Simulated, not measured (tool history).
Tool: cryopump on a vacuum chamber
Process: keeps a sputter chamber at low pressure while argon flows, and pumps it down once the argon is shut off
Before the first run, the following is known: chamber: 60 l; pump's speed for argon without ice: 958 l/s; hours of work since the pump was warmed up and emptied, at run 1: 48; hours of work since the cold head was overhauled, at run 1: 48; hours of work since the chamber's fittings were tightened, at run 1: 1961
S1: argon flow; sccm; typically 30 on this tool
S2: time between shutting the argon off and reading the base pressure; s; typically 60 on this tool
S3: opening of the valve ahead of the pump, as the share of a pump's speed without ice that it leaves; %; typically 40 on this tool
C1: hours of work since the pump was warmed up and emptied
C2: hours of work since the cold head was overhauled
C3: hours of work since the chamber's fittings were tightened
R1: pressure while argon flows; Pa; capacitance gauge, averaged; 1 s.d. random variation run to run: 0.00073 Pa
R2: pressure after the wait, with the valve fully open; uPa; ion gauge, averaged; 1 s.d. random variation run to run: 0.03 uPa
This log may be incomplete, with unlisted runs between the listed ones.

run	day	S1	S2	S3	C1	C2	C3	R1	R2
1	0.000	30	60	40	48	48	1961	0.1343	3.79
2	0.796	30	60	40	59	59	1973	0.1335	3.76
3	1.354	30	60	40	67	67	1981	0.1336	3.83
4	2.188	30	60	40	80	80	1993	0.1334	3.90
5	2.933	30	60	40	90	90	2004	0.1349	3.80
6	3.546	30	60	27	99	99	2013	0.1987	3.80
7	4.342	30	68	27	111	111	2025	0.1988	3.68
8	5.000	29	132	19	121	121	2034	0.2699	3.27
9	5.475	20	29	40	128	128	2041	0.0889	5.14
10	6.046	30	57	57	136	136	2049	0.0950	4.07
11	6.400	30	57	57	141	141	2055	0.0961	3.98
12	6.742	30	57	57	146	146	2060	0.0958	4.03
13	7.562	55	37	57	158	158	2072	0.1759	4.69
14	7.933	55	58	35	164	164	2077	0.2833	3.99

Alternative continuations, all from the tool just after run 14; predict every row:
A	8.650	55	23	53	174	174	2087	?	?
B	8.650	55	194	42	174	174	2087	?	?
C	8.650	18	58	35	174	174	2087	?	?
D	8.650	20	56	23	174	174	2087	?	?

run	R1	R2
A	0.1906	5.77
B	0.2375	3.27
C	0.0928	4.09
D	0.1543	4.09
Without the tool's hidden state the same runs would have given:
run	R1	R2
A	0.1846	3.25
B	0.2315	0.71
C	0.0908	1.52
D	0.1521	1.51
